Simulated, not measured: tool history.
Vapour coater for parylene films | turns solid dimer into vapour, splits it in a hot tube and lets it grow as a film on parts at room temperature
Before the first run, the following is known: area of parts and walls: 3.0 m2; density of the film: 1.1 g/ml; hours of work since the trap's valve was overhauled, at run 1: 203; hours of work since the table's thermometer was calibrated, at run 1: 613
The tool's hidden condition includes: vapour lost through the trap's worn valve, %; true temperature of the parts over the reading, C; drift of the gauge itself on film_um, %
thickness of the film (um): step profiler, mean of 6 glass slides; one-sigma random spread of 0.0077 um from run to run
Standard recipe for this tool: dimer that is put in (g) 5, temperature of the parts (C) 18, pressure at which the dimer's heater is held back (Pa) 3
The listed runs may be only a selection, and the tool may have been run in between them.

run,hour,dimer that is put in (g),temperature of the parts (C),pressure at which the dimer's heater is held back (Pa),hours of work since the trap's valve was overhauled,hours of work since the table's thermometer was calibrated,thickness of the film (um)
1,0,5,18,3,203,613,1.098
2,21.8,5,18,3,214,624,1.098
3,62.5,7,18,3,233,644,1.533
4,91.7,7,18,3,247,658,1.529
# hour 111.3: trap's valve overhauled
5,139,5,18,10.62,13,678,0.88
6,161.6,5,18,10.62,24,689,0.865
7,189.5,5,18,3,38,703,1.124
8,217.3,5,18,3,51,716,1.112
9,255.7,5,18,3,69,734,1.101
10,291.2,5,18,3,86,751,1.101
11,320.4,5,18,3,100,765,1.107
12,361.5,5,18,3,120,785,1.103
13,392.9,5,18,3,135,800,1.093
14,431.8,5,18,3,154,819,1.088
15,467.9,5,18,3,171,836,1.094
16,513.4,5,18,3,193,858,1.093
17,556,5,18,3,214,879,1.078
18,594.8,5,18,3,232,897,1.079
19,624.5,5,18,3.53,247,912,1.048
# hour 646: trap's valve overhauled
20,650,5,14,3,2,922,1.241
21,670.3,6,17,6.24,12,932,1.203
22,690.7,6,17,7.85,21,941,1.171
23,722.3,7,15,4.77,37,957,1.548
24,754,7,15,4.77,52,972,1.548
25,797.6,4,23,2.8,73,993,0.802
26,828,4,14,6.55,87,1007,0.854
27,853.2,4,14,6.55,100,1020,0.842
28,888.1,7,13,7.31,116,1036,1.465
29,919.6,5,15,6.79,131,1051,1.015
30,949.8,5,15,6.79,146,1066,1.004
31,983.3,7,13,3.62,162,1082,1.689
32,1020.6,7,13,3.62,180,1100,1.681
33,1050.5,3,18,8.28,194,1114,0.54
34,1089,3,18,8.28,213,1133,0.557
35,1120.5,3,18,8.28,228,1148,0.543
36,1156.2,3,22,8.99,245,1165,0.473
# hour 1182: trap's valve overhauled
37,1191.5,3,18,2.33,5,1180,0.714

Predict each of these 3 candidate next runs independently; none follows another, all start after run 37:
A,1235.3,6,11,3.4,26,1201,?
B,1235.3,5,24,3,26,1201,?
C,1235.3,3,12,3,26,1201,?

run,thickness of the film (um)
A,1.565
B,0.983
C,0.785
The same runs, with their run-to-run variation unchanged, on a tool lacking any hidden condition would have given:
run,thickness of the film (um)
A,1.568
B,0.985
C,0.786
